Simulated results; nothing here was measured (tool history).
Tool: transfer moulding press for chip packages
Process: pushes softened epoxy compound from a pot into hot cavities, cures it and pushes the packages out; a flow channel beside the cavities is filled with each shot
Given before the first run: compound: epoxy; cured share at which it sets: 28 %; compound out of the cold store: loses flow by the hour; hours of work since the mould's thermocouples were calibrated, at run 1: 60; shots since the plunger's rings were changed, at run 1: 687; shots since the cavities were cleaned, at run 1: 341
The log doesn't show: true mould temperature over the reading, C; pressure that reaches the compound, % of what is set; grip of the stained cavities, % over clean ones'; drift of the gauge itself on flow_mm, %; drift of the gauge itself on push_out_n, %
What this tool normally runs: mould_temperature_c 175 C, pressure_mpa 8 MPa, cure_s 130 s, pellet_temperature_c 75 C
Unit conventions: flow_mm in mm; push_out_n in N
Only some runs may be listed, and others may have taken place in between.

| run | day | mould_temperature_c | pressure_mpa | cure_s | pellet_temperature_c | hours of work since the mould's thermocouples were calibrated | shots since the plunger's rings were changed | shots since the cavities were cleaned | incoming compound's hours out of the cold store | flow_mm | push_out_n |
|---|---|---|---|---|---|---|---|---|---|---|---|
| 1 | 0 | 175 | 8 | 130 | 75 | 60 | 687 | 341 | 43.6 | 679 | 451 |
| 2 | 0.392 | 179 | 8 | 130 | 75 | 66 | 781 | 435 | 45.2 | 656 | 463 |
| 3 | 0.7 | 179 | 8 | 130 | 75 | 71 | 854 | 508 | 21.5 | 794 | 481 |
| 4 | 1.108 | 175 | 8 | 130 | 75 | 77 | 952 | 606 | 37.8 | 706 | 535 |
| 5 | 1.379 | 175 | 8 | 130 | 75 | 81 | 1016 | 670 | 47.5 | 658 | 533 |
| 6 | 1.779 | 175 | 8 | 130 | 75 | 88 | 1112 | 766 | 43.2 | 670 | 550 |
| 7 | 2.25 | 175 | 8 | 167 | 75 | 95 | 1224 | 878 | 29.4 | 739 | 516 |
| 8 | 2.571 | 175 | 8 | 167 | 75 | 100 | 1301 | 955 | 34 | 726 | 520 |
| 9 | 3.075 | 183 | 9.45 | 130 | 75 | 108 | 1421 | 1075 | 34.7 | 754 | 546 |
|  | 3.462 | cavities cleaned with cleaning compound and waxed |
| 10 | 3.533 | 169 | 9.24 | 130 | 75 | 114 | 1515 | 16 | 46.1 | 720 | 369 |
| 11 | 4.046 | 173 | 6.77 | 130 | 78 | 122 | 1638 | 139 | 17.2 | 740 | 435 |
| 12 | 4.354 | 173 | 6.77 | 130 | 78 | 127 | 1711 | 212 | 45.4 | 613 | 454 |
| 13 | 4.592 | 173 | 6.77 | 130 | 78 | 131 | 1768 | 269 | 16.5 | 744 | 486 |
| 14 | 5.025 | 173 | 6.77 | 130 | 78 | 138 | 1872 | 373 | 43.4 | 610 | 512 |
| 15 | 5.517 | 173 | 6.77 | 130 | 78 | 145 | 1989 | 490 | 44.3 | 610 | 546 |

4 options for the next run, each taken on its own from the tool as it stands now. Forecast them:
| A | 5.762 | 173 | 9.84 | 130 | 78 | 149 | 2048 | 549 | 13.1 | ? | ? |
| B | 5.762 | 175 | 8 | 159 | 82 | 149 | 2048 | 549 | 25.4 | ? | ? |
| C | 5.762 | 175 | 8 | 144 | 75 | 149 | 2048 | 549 | 29.2 | ? | ? |
| D | 5.762 | 173 | 7.9 | 130 | 78 | 149 | 2048 | 549 | 24 | ? | ? |

| run | flow_mm | push_out_n |
|---|---|---|
| A | 930 | 613 |
| B | 758 | 477 |
| C | 725 | 498 |
| D | 767 | 570 |
With the hidden condition removed and each run's random variation left untouched, the same runs would have given:
| run | flow_mm | push_out_n |
|---|---|---|
| A | 958 | 331 |
| B | 781 | 249 |
| C | 747 | 263 |
| D | 790 | 303 |
